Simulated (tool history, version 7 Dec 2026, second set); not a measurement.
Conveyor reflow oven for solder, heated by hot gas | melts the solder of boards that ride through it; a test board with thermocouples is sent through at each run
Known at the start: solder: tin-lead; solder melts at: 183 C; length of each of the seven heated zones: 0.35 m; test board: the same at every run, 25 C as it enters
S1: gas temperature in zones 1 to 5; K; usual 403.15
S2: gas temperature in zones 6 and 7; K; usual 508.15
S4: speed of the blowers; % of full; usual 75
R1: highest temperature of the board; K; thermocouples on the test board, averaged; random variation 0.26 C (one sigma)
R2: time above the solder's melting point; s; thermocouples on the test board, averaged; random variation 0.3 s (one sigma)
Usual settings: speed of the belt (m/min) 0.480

Run 1, hour 0.0: usual settings. Result: R1 491.25 K, R2 63.8 s.
Run 2, hour 7.8: usual settings. Result: R1 491.35 K, R2 63.6 s.
Run 3, hour 24.8: usual settings. Result: R1 491.25 K, R2 63.8 s.
Run 4, hour 35.6: usual settings. Result: R1 490.95 K, R2 63.7 s.
Run 5, hour 48.5: usual settings but speed of the belt (m/min) 0.401. Result: R1 496.95 K, R2 83.4 s.
Run 6, hour 62.5: usual settings but speed of the belt (m/min) 0.400. Result: R1 497.15 K, R2 82.9 s.
Run 7, hour 72.8: usual settings but speed of the belt (m/min) 0.538. Result: R1 486.45 K, R2 52.3 s.
Run 8, hour 87.3: usual settings but speed of the belt (m/min) 0.538. Result: R1 486.05 K, R2 51.5 s.
Run 9, hour 94.5: usual settings but speed of the belt (m/min) 0.538. Result: R1 486.15 K, R2 52.1 s.
Run 10, hour 111.4: usual settings but S1 407.15 K. Result: R1 491.75 K, R2 65.1 s.
Run 11, hour 127.1: usual settings but S1 407.15 K, S4 72 % of full. Result: R1 491.05 K, R2 64.5 s.
Run 12, hour 136.1: usual settings but S2 504.15 K. Result: R1 486.95 K, R2 59.4 s.
Run 13, hour 146.5: usual settings but S2 504.15 K. Result: R1 487.45 K, R2 59.9 s.
At hour 152.5: flux residue cleaned out of gas plates and filters.
Run 14, hour 160.2: usual settings but S2 504.15 K. Result: R1 485.45 K, R2 57.8 s.
Run 15, hour 171.4: usual settings but S1 392.15 K. Result: R1 487.15 K, R2 55.3 s.
Run 16, hour 187.7: usual settings but speed of the belt (m/min) 0.475. Result: R1 489.95 K, R2 62.2 s.
Run 17, hour 195.7: usual settings but S2 503.15 K, S4 84 % of full. Result: R1 486.05 K, R2 58.7 s.
Run 18, hour 209.3: usual settings but S1 405.15 K, S2 503.15 K, S4 66 % of full. Result: R1 483.55 K, R2 55.5 s.
At hour 216.2: flux residue cleaned out of gas plates and filters, once more.
Run 19, hour 229.6: usual settings but S4 52 % of full. Result: R1 486.55 K, R2 58.5 s.
Run 20, hour 245.9: usual settings but S2 513.15 K, speed of the belt (m/min) 0.404, S4 52 % of full. Result: R1 497.45 K, R2 82.3 s.
Run 21, hour 257.6: usual settings but S4 89 % of full. Result: R1 495.05 K, R2 66.7 s.
Run 22, hour 274.8: usual settings but S1 415.15 K, S4 59 % of full. Result: R1 491.35 K, R2 68.3 s.
Run 23, hour 282.0: usual settings but S1 394.15 K, speed of the belt (m/min) 0.412, S4 59 % of full. Result: R1 492.75 K, R2 72.9 s.
Run 24, hour 297.6: usual settings but S1 413.15 K. Result: R1 493.65 K, R2 69.9 s.
Run 25, hour 310.8: usual settings but S1 413.15 K, S2 510.15 K, speed of the belt (m/min) 0.483, S4 61 % of full. Result: R1 492.25 K, R2 68.0 s.
Run 26, hour 319.0: usual settings but S2 519.15 K. Result: R1 501.65 K, R2 72.4 s.
Run 27, hour 335.7: usual settings but S2 519.15 K. Result: R1 501.65 K, R2 72.2 s.
Run 28, hour 349.5: usual settings but S2 519.15 K. Result: R1 501.55 K, R2 71.9 s.
Run 29, hour 364.8: usual settings but S2 519.15 K. Result: R1 501.85 K, R2 71.1 s.
Run 30, hour 377.5: usual settings but S1 413.15 K, S2 502.15 K, speed of the belt (m/min) 0.555, S4 79 % of full. Result: R1 484.65 K, R2 51.7 s.

Forecast each of these 4 alternatives for the next run:
Run A, hour 385.3: usual settings but S1 413.15 K, S2 519.15 K, speed of the belt (m/min) 0.555, S4 54 % of full. Result: R1 ?, R2 ?.
Run B, hour 385.3: usual settings but S1 413.15 K, S2 497.15 K, speed of the belt (m/min) 0.555, S4 79 % of full. Result: R1 ?, R2 ?.
Run C, hour 385.3: usual settings but S1 396.15 K, S2 502.15 K, speed of the belt (m/min) 0.454, S4 79 % of full. Result: R1 ?, R2 ?.
Run D, hour 385.3: usual settings but S1 399.15 K, S2 509.15 K, speed of the belt (m/min) 0.458. Result: R1 ?, R2 ?.

run      R1    R2
  A  491.85  57.6
  B  479.95  47.6
  C  488.05  61.9
  D  493.65  67.6
Without the tool's hidden state the same runs would have given:
run      R1    R2
  A  490.45  55.9
  B  478.55  45.8
  C  486.55  60.0
  D  492.05  65.7

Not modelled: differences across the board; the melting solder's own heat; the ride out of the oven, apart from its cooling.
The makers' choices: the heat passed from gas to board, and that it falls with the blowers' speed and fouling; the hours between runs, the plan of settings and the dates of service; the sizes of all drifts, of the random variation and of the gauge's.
